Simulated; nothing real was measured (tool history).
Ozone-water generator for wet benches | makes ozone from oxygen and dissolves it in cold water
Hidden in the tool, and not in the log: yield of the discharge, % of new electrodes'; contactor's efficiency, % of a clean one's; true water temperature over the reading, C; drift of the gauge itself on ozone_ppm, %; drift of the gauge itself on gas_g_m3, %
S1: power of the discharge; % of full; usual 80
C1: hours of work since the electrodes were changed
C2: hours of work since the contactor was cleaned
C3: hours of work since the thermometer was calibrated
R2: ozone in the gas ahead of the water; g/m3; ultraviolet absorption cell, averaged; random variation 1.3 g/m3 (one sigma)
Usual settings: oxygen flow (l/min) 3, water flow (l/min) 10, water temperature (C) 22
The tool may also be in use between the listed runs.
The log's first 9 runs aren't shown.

Run 10, hour 247.3: usual settings but water temperature (C) 28; C1 1534; C2 1939; C3 5355. Result: dissolved ozone (ppm) 21.5, R2 231.2 g/m3.
Run 11, hour 282.3: usual settings but S1 43 % of full, water temperature (C) 28; C1 1563; C2 1969; C3 5385. Result: dissolved ozone (ppm) 15.1, R2 162.3 g/m3.
Run 12, hour 315.3: usual settings but S1 43 % of full, water temperature (C) 28; C1 1591; C2 1997; C3 5413. Result: dissolved ozone (ppm) 15.1, R2 161.1 g/m3.
At hour 329.6: water thermometer calibrated.
Run 13, hour 352.5: usual settings but S1 69 % of full, water temperature (C) 28; C1 1623; C2 2028; C3 19. Result: dissolved ozone (ppm) 19.6, R2 212.5 g/m3.
Run 14, hour 386.2: usual settings but S1 69 % of full, water temperature (C) 28; C1 1651; C2 2057; C3 48. Result: dissolved ozone (ppm) 19.7, R2 211.7 g/m3.
Run 15, hour 406.8: usual settings but S1 69 % of full, water temperature (C) 28; C1 1669; C2 2075; C3 66. Result: dissolved ozone (ppm) 19.7, R2 211.9 g/m3.
Run 16, hour 442: usual settings but water flow (l/min) 14; C1 1699; C2 2105; C3 96. Result: dissolved ozone (ppm) 17.9, R2 229.1 g/m3.
At hour 455.8: water thermometer calibrated, once more.
Run 17, hour 460.9: usual settings but water flow (l/min) 14; C1 1714; C2 2120; C3 4. Result: dissolved ozone (ppm) 18, R2 229.4 g/m3.
Run 18, hour 482: usual settings but S1 45 % of full, oxygen flow (l/min) 3.82, water flow (l/min) 11; C1 1732; C2 2138; C3 22. Result: dissolved ozone (ppm) 15.7, R2 146.1 g/m3.
Run 19, hour 517.3: usual settings but S1 93 % of full, oxygen flow (l/min) 3.82, water flow (l/min) 11, water temperature (C) 16; C1 1762; C2 2168; C3 52. Result: dissolved ozone (ppm) 26.1, R2 218.8 g/m3.
Run 20, hour 536.5: usual settings but S1 93 % of full, oxygen flow (l/min) 3.82, water flow (l/min) 11, water temperature (C) 16; C1 1779; C2 2184; C3 69. Result: dissolved ozone (ppm) 26.3, R2 218.8 g/m3.
Run 21, hour 576.1: usual settings but S1 66 % of full; C1 1812; C2 2218; C3 102. Result: dissolved ozone (ppm) 21.8, R2 205.1 g/m3.
Run 22, hour 593.5: usual settings but S1 55 % of full, oxygen flow (l/min) 2.29; C1 1827; C2 2233; C3 117. Result: dissolved ozone (ppm) 19.9, R2 215.1 g/m3.
Run 23, hour 611.2: usual settings but S1 55 % of full, oxygen flow (l/min) 2.29; C1 1842; C2 2248; C3 132. Result: dissolved ozone (ppm) 19.6, R2 215.8 g/m3.
Run 24, hour 639.6: usual settings but S1 55 % of full, oxygen flow (l/min) 2.29; C1 1866; C2 2272; C3 156. Result: dissolved ozone (ppm) 20, R2 214.2 g/m3.
Run 25, hour 665.5: usual settings but S1 94 % of full; C1 1888; C2 2294; C3 178. Result: dissolved ozone (ppm) 26.3, R2 249.6 g/m3.
Run 26, hour 683.4: usual settings but S1 99 % of full, oxygen flow (l/min) 2.79; C1 1904; C2 2309; C3 194. Result: dissolved ozone (ppm) 27.2, R2 269.1 g/m3.
Run 27, hour 714: usual settings but oxygen flow (l/min) 1.87, water temperature (C) 20; C1 1930; C2 2335; C3 220. Result: dissolved ozone (ppm) 24.3, R2 296.8 g/m3.
Run 28, hour 744.9: usual settings but S1 90 % of full, oxygen flow (l/min) 2.63, water flow (l/min) 8, water temperature (C) 20; C1 1956; C2 2362; C3 246. Result: dissolved ozone (ppm) 31.6, R2 264.4 g/m3.
Run 29, hour 761.9: usual settings but S1 90 % of full, oxygen flow (l/min) 2.74, water flow (l/min) 9, water temperature (C) 20; C1 1970; C2 2376; C3 260. Result: dissolved ozone (ppm) 29, R2 256.5 g/m3.
Run 30, hour 788.4: usual settings but S1 90 % of full, oxygen flow (l/min) 2.74, water flow (l/min) 9, water temperature (C) 20; C1 1993; C2 2399; C3 283. Result: dissolved ozone (ppm) 28.8, R2 257.9 g/m3.
Run 31, hour 805.1: usual settings but S1 78 % of full, oxygen flow (l/min) 3.37; C1 2007; C2 2413; C3 297. Result: dissolved ozone (ppm) 23.4, R2 210.2 g/m3.
Run 32, hour 822.3: usual settings but water flow (l/min) 7, water temperature (C) 16; C1 2022; C2 2427; C3 312. Result: dissolved ozone (ppm) 34.5, R2 228.6 g/m3.
Run 33, hour 844.2: usual settings but S1 71 % of full, oxygen flow (l/min) 2.43, water flow (l/min) 12, water temperature (C) 29; C1 2040; C2 2446; C3 330. Result: dissolved ozone (ppm) 17.3, R2 239.1 g/m3.

3 ways to go on from here, each from the tool as it stands after run 33. What would each give?
Run A, hour 878.3: usual settings but oxygen flow (l/min) 2.31; C1 2069; C2 2475; C3 359. Result: dissolved ozone (ppm) ?, R2 ?.
Run B, hour 878.3: usual settings but S1 42 % of full, oxygen flow (l/min) 2.18, water flow (l/min) 12, water temperature (C) 29; C1 2069; C2 2475; C3 359. Result: dissolved ozone (ppm) ?, R2 ?.
Run C, hour 878.3: usual settings but oxygen flow (l/min) 3.52, water flow (l/min) 8, water temperature (C) 28; C1 2069; C2 2475; C3 359. Result: dissolved ozone (ppm) ?, R2 ?.

run  dissolved ozone (ppm)     R2
  A                   24.3  264.3
  B                   12.8  191.7
  C                   24.4  207.1
Without the tool's hidden state the same runs would have given:
run  dissolved ozone (ppm)     R2
  A                   26.5  281.9
  B                   13.7    200
  C                   26.5  220.9
